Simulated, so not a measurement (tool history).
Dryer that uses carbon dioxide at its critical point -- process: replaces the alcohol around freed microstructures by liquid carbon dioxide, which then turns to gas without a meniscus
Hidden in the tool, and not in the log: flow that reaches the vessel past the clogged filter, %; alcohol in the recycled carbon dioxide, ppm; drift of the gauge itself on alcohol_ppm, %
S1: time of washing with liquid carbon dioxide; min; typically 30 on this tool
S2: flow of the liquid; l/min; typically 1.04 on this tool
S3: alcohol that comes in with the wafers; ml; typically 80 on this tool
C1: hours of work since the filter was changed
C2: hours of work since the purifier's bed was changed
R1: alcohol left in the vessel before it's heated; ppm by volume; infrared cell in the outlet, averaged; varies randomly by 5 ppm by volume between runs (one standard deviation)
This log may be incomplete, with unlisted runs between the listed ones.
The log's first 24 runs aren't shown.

{"run": 25, "day": 22.971, "S1": 30, "S2": 1.39, "S3": 115, "C1": 219, "C2": 569, "R1": 91}
{"run": 26, "day": 24.292, "S1": 30, "S2": 1.39, "S3": 115, "C1": 235, "C2": 585, "R1": 84}
{"run": 27, "day": 25.275, "S1": 36, "S2": 1.04, "S3": 80, "C1": 246, "C2": 597, "R1": 96}
{"run": 28, "day": 26.012, "S1": 21, "S2": 1.35, "S3": 27, "C1": 255, "C2": 605, "R1": 103}
{"run": 29, "day": 27.329, "S1": 21, "S2": 1.35, "S3": 27, "C1": 271, "C2": 621, "R1": 107}
{"run": 30, "day": 28.346, "S1": 21, "S2": 1.35, "S3": 63, "C1": 283, "C2": 633, "R1": 148}
{"run": 31, "day": 29.375, "S1": 21, "S2": 1.04, "S3": 68, "C1": 295, "C2": 645, "R1": 329}
{"run": 32, "day": 30.233, "S1": 21, "S2": 1.04, "S3": 103, "C1": 305, "C2": 656, "R1": 479}
{"run": 33, "day": 31.117, "S1": 19, "S2": 1.04, "S3": 103, "C1": 316, "C2": 666, "R1": 668}
{"run": 34, "day": 32.112, "S1": 19, "S2": 1.36, "S3": 63, "C1": 328, "C2": 678, "R1": 189}
{"run": 35, "day": 33.175, "S1": 19, "S2": 1.36, "S3": 63, "C1": 340, "C2": 690, "R1": 194}
{"run": 36, "day": 33.988, "S1": 19, "S2": 1.36, "S3": 63, "C1": 350, "C2": 700, "R1": 194}
{"run": 37, "day": 35.033, "S1": 19, "S2": 1.57, "S3": 30, "C1": 362, "C2": 713, "R1": 126}

Branching from run 37: 3 alternative next runs. What would each branch give?
{"run": "A", "day": 36.104, "S1": 43, "S2": 0.74, "S3": 43, "C1": 375, "C2": 725, "R1": "?"}
{"run": "B", "day": 36.104, "S1": 21, "S2": 1.52, "S3": 36, "C1": 375, "C2": 725, "R1": "?"}
{"run": "C", "day": 36.104, "S1": 29, "S2": 1.03, "S3": 66, "C1": 375, "C2": 725, "R1": "?"}

run=A R1=133
run=B R1=108
run=C R1=140
Take away the tool's hidden state, keep each run's random variation, and the runs would have read:
run=A R1=30
run=B R1=9
run=C R1=33

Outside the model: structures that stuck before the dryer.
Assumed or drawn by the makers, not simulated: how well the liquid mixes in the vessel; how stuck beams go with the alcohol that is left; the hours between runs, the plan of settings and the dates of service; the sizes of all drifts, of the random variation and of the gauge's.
